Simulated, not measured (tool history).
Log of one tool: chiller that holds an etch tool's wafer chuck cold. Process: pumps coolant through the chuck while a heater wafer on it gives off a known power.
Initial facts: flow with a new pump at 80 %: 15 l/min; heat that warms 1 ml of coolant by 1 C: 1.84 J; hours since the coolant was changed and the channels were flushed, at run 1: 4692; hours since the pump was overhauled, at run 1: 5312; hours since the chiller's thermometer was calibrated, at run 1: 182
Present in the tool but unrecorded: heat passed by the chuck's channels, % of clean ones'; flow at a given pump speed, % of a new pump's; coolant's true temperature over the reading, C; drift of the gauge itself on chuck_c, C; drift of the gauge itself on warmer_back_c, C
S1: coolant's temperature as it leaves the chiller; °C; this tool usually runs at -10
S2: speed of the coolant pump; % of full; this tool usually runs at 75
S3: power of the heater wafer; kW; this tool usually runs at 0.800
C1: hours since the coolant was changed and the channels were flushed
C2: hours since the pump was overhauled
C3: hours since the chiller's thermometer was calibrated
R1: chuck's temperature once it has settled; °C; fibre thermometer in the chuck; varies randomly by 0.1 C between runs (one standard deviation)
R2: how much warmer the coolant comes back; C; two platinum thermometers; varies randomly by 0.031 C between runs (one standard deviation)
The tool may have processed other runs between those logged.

| run | hour | S1 | S2 | S3 | C1 | C2 | C3 | R1 | R2 |
|---|---|---|---|---|---|---|---|---|---|
| 1 | 0.0 | -10 | 75 | 0.800 | 4692 | 5312 | 182 | -4.3 | 2.02 |
| 2 | 225.9 | -10 | 75 | 0.800 | 4917 | 5538 | 408 | -4.1 | 2.11 |
| 3 | 400.4 | -10 | 75 | 0.800 | 5092 | 5713 | 583 | -4.2 | 2.12 |
| 4 | 517.8 | -10 | 75 | 0.800 | 5209 | 5830 | 700 | -4.3 | 2.07 |
| 5 | 658.2 | -10 | 95 | 0.800 | 5350 | 5971 | 840 | -5.1 | 1.69 |
| 6 | 792.6 | -10 | 95 | 0.800 | 5484 | 6105 | 975 | -5.1 | 1.69 |
| 7 | 993.2 | -10 | 95 | 0.800 | 5685 | 6306 | 1175 | -4.9 | 1.65 |
| 8 | 1217.3 | -10 | 95 | 0.800 | 5909 | 6530 | 1400 | -4.9 | 1.66 |
| 9 | 1422.0 | -10 | 78 | 0.800 | 6114 | 6734 | 1604 | -4.2 | 2.02 |
| 10 | 1649.1 | -10 | 75 | 0.800 | 6341 | 6962 | 1831 | -4.1 | 2.11 |
| 11 | 1764.5 | -10 | 75 | 0.482 | 6456 | 7077 | 1947 | -6.5 | 1.24 |
| 12 | 1946.9 | -10 | 70 | 0.800 | 6638 | 7259 | 2129 | -3.9 | 2.26 |
| 13 | 2054.5 | -10 | 70 | 0.800 | 6746 | 7367 | 2237 | -4.0 | 2.29 |
| 14 | 2245.2 | -10 | 70 | 0.800 | 6937 | 7558 | 2427 | -3.9 | 2.30 |
| 15 | 2368.3 | -10 | 70 | 0.800 | 7060 | 7681 | 2550 | -3.8 | 2.33 |
|  | 2498.3 | coolant pump overhauled |
| 16 | 2515.0 | -10 | 70 | 0.800 | 7202 | 17 | 2692 | -4.3 | 2.06 |
| 17 | 2705.7 | -10 | 75 | 0.800 | 7392 | 207 | 2883 | -4.5 | 1.90 |
| 18 | 2838.5 | -15 | 75 | 0.800 | 7525 | 340 | 3016 | -9.6 | 1.91 |
|  | 2938.1 | chiller's thermometer calibrated |
| 19 | 2997.8 | -15 | 75 | 0.800 | 7683 | 498 | 60 | -9.5 | 1.85 |
| 20 | 3137.6 | -13 | 96 | 0.876 | 7823 | 638 | 200 | -7.7 | 1.58 |
| 21 | 3280.2 | -8 | 61 | 0.800 | 7966 | 781 | 342 | -1.6 | 2.30 |
| 22 | 3483.4 | -18 | 76 | 0.800 | 8169 | 984 | 545 | -12.1 | 1.84 |
| 23 | 3648.3 | -9 | 76 | 0.698 | 8334 | 1149 | 710 | -3.9 | 1.65 |
|  | 3829.6 | coolant changed, channels flushed |
| 24 | 3870.5 | -6 | 75 | 0.518 | 41 | 1365 | 926 | -3.0 | 1.23 |
| 25 | 3977.9 | -10 | 92 | 0.886 | 148 | 1473 | 1034 | -5.3 | 1.77 |
| 26 | 4133.7 | -7 | 97 | 0.472 | 304 | 1628 | 1190 | -4.7 | 0.89 |
| 27 | 4286.6 | -16 | 82 | 0.850 | 457 | 1781 | 1342 | -11.0 | 1.88 |
| 28 | 4422.5 | -5 | 62 | 0.916 | 593 | 1917 | 1478 | 1.2 | 2.72 |
| 29 | 4631.7 | -5 | 62 | 0.916 | 802 | 2126 | 1688 | 1.4 | 2.72 |
| 30 | 4793.1 | -8 | 91 | 0.916 | 964 | 2288 | 1849 | -2.9 | 1.87 |
| 31 | 4923.5 | -10 | 84 | 0.800 | 1094 | 2418 | 1979 | -5.4 | 1.75 |
| 32 | 5093.0 | -10 | 84 | 0.800 | 1263 | 2588 | 2149 | -5.4 | 1.75 |
| 33 | 5270.9 | -12 | 89 | 0.800 | 1441 | 2766 | 2327 | -7.6 | 1.60 |

Run by run, hidden condition taken away, random variation retained:
| run | R1 | R2 |
|---|---|---|
| 1 | -5.1 | 1.83 |
| 2 | -4.9 | 1.91 |
| 3 | -5.0 | 1.91 |
| 4 | -5.1 | 1.85 |
| 5 | -5.8 | 1.52 |
| 6 | -5.8 | 1.52 |
| 7 | -5.6 | 1.46 |
| 8 | -5.6 | 1.46 |
| 9 | -5.0 | 1.78 |
| 10 | -5.0 | 1.85 |
| 11 | -6.9 | 1.08 |
| 12 | -4.8 | 1.97 |
| 13 | -4.9 | 1.99 |
| 14 | -4.9 | 1.99 |
| 15 | -4.8 | 2.02 |
| 16 | -4.7 | 2.04 |
| 17 | -5.0 | 1.88 |
| 18 | -10.1 | 1.88 |
| 19 | -10.2 | 1.82 |
| 20 | -8.4 | 1.55 |
| 21 | -2.5 | 2.25 |
| 22 | -12.8 | 1.79 |
| 23 | -4.5 | 1.60 |
| 24 | -2.8 | 1.19 |
| 25 | -5.2 | 1.71 |
| 26 | -4.5 | 0.85 |
| 27 | -10.9 | 1.81 |
| 28 | 1.3 | 2.62 |
| 29 | 1.4 | 2.61 |
| 30 | -2.7 | 1.79 |
| 31 | -5.3 | 1.66 |
| 32 | -5.2 | 1.65 |
| 33 | -7.4 | 1.51 |
